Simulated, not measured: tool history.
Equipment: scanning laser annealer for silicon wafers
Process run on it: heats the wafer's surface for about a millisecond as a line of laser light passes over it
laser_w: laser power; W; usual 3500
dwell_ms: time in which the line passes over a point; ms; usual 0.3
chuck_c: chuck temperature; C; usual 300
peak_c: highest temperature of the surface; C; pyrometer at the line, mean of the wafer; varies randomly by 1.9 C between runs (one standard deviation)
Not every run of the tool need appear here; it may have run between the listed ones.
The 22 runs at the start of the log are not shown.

run,day,laser_w,dwell_ms,chuck_c,peak_c
23,22.754,3500,0.278,315,1035
24,23.692,3500,0.32,302,1073
25,24.712,3788,0.32,302,1139
26,25.35,3500,0.379,287,1128
27,26.642,3500,0.379,287,1124
28,27.425,3226,0.214,300,872
29,28.642,3228,0.3,300,978
30,29.812,3228,0.3,300,982
31,31.038,3511,0.3,340,1088
32,32.05,3511,0.3,340,1083
# day 32.967: window over the wafer cleaned
33,33.346,3511,0.3,340,1120
34,34.108,3511,0.3,340,1119
35,34.946,3318,0.216,312,930
36,35.654,3318,0.216,312,932
37,36.512,3318,0.216,312,933
38,37.825,3500,0.322,302,1101
39,38.429,3500,0.322,302,1103
40,39.55,3500,0.322,302,1103
41,40.212,3655,0.274,302,1074

What if the next run were any one of these 3? Each begins from the tool's condition after run 41:
A,41.083,3707,0.319,302,?
B,41.083,3236,0.226,300,?
C,41.083,3655,0.211,276,?

run,peak_c
A,1150
B,914
C,952
Had the tool no hidden state, the same runs would have come out as:
run,peak_c
A,1168
B,926
C,966

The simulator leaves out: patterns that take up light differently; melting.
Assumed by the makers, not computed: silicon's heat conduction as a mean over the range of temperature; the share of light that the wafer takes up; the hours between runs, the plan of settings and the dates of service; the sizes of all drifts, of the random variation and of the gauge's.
